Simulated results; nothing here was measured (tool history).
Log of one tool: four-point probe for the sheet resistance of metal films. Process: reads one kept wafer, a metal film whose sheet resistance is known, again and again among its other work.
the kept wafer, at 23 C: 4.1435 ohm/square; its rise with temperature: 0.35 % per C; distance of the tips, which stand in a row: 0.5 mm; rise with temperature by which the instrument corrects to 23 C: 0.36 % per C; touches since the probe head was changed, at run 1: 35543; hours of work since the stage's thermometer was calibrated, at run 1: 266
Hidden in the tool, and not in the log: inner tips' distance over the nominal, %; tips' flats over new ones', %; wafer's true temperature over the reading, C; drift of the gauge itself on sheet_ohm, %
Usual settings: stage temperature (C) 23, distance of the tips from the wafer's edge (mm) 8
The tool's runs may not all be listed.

run,hour,stage temperature (C),distance of the tips from the wafer's edge (mm),touches since the probe head was changed,hours of work since the stage's thermometer was calibrated,sheet resistance as the instrument gives it (ohm/square)
1,0,23,8,35543,266,4.128731
2,114.2,23,5,38238,336,4.140011
3,216.4,23,5,40650,398,4.137841
4,346.8,23,8,43728,477,4.12076
5,455.7,23,8,46297,543,4.11959
6,510.1,23,8,47583,576,4.11922
7,622.2,23,8,50227,644,4.115449
8,707.5,23,8,52243,696,4.11447
9,768,23,8,53670,733,4.114509
10,892.5,23,8,56607,808,4.111397
11,1006.8,23,8,59307,878,4.108813
12,1105.7,23,33,61641,938,4.100267
13,1220.9,21,3,64359,1008,4.158679
14,1315.4,25,19,66589,1065,4.094155
15,1385.9,33,5,68253,1108,4.1095
16,1482.8,28,18,70542,1167,4.091408
17,1543.8,25,11,71980,1204,4.093982

The next listed run, before its measurement:
# hour 1581: new probe head fitted
18,1669.4,24,61,2086,1279,?

{"run 18": {"sheet resistance as the instrument gives it (ohm/square)": 4.107746}}
Without the tool's hidden state the same run would have given sheet resistance as the instrument gives it (ohm/square) 4.142774.

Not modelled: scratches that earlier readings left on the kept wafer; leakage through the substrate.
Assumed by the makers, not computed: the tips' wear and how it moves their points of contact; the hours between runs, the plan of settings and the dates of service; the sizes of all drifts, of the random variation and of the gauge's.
